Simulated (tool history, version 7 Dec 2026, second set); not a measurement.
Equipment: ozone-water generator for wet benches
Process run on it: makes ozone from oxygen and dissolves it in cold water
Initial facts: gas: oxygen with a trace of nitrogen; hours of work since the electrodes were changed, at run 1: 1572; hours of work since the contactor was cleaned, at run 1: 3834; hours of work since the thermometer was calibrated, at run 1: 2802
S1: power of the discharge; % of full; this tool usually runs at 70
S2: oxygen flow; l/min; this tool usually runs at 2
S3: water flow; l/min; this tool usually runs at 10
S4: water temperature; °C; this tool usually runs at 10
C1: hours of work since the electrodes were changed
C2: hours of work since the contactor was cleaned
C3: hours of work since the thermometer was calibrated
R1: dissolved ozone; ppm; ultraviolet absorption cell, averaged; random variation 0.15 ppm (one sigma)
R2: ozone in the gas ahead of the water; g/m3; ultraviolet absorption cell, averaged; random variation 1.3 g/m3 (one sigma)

run     day  S1    S2  S3  S4    C1    C2    C3    R1     R2
  1       0  70     2  10  10  1572  3834  2802  17.2  232.4
  2   2.483  70     2  10  10  1620  3882  2850  17.3  229.8
  3    4.75  70     2  10  10  1663  3925  2893  17.4  231.2
  4   7.083  70  1.78  10  10  1708  3970  2938  16.5  240.5
  5    8.95  70  1.78  10  10  1744  4006  2974  16.3  240.1
  6  11.275  70     2  10  10  1789  4051  3018  16.9  232.1
  7  13.542  70     2  10  10  1832  4094  3062    17  229.7
  8  15.783  70     2  10  10  1875  4137  3105  17.2  229.7
  9  17.083  70     2  10  10  1900  4162  3130  17.1  230.2
 10  19.658  70     2  10  10  1950  4212  3180  16.9  228.3
 11  20.854  70     2   6  10  1973  4235  3203    27  228.7
 12  23.025  70     2   6  10  2014  4277  3244  26.9  225.8
 13  25.162  70     2   8  10  2056  4318  3285  21.2  227.3
 14  26.512  70     2  10  10  2081  4344  3311  16.7    228
 15  28.912  70     2  10  10  2128  4390  3357  16.7  227.9
 16  30.592  70     2   8  10  2160  4422  3390  20.7  227.2
       32.1  -- contactor cleaned
 17  32.492  40  2.03   9  10  2193     8  3423  12.1  139.6
 18  34.992  40  2.03   9  10  2241    56  3471  12.1  139.2
 19  37.112  40  2.03   9  10  2282    96  3512  12.4  139.1
 20    39.2  40  2.03  15   5  2322   136  3552   7.5  136.9
 21  41.192  72  3.49  10   7  2360   175  3590  22.4  193.7
 22  43.408  70     2  11   5  2403   217  3633  16.8    225
 23  45.092  70     2  11   5  2435   250  3665  16.8  226.3
 24  46.604  44     2  10  10  2464   279  3694  11.7  150.1
 25  48.238  70     2   7  10  2496   310  3725  24.8  222.5
 26  50.721  70     2   7  10  2543   358  3773  24.6  223.3
 27  52.008  70     2   7  10  2568   382  3798  24.8  224.3
 28  54.429  92  3.19  10  13  2615   429  3844  24.3  246.1
 29  57.042  92  3.19  10  13  2665   479  3895  24.4  243.9
 30  58.754  92  3.19  10  13  2698   512  3927  24.3  242.8
 31  60.821  97  3.19  10  14  2737   552  3967  24.9  254.3
 32  62.542  97  3.19  10  14  2770   585  4000  24.9  254.4

Some steps in R1, run to run, broken into two amounts with sign: the step expected even without the hidden condition (settings, incoming material, random variation), and the rest, left for the hidden condition together with whatever gauge scatter is not in both the measured and the hidden-condition-free result:
The tool's hidden condition here consists of: yield of the discharge, % of new electrodes'; contactor's efficiency, % of a clean one's; true water temperature over the reading, C; drift of the gauge itself on ozone_ppm, %; drift of the gauge itself on gas_g_m3, %.
Run 10 -> 11: S3 10 -> 6. R1 +10.1 ppm: hidden state -1.2, all else +11.3.
Run 16 -> 17: S1 70 -> 40, S2 2 -> 2.03, S3 8 -> 9, contactor cleaned. R1 -8.6 ppm: hidden state +2.6, all else -11.2.
Run 20 -> 21: S1 40 -> 72, S2 2.03 -> 3.49, S3 15 -> 10, S4 5 -> 7. R1 +14.9 ppm: hidden state -1.9, all else +16.8.
Run 24 -> 25: S1 44 -> 70, S3 10 -> 7. R1 +13.1 ppm: hidden state -1.7, all else +14.8.
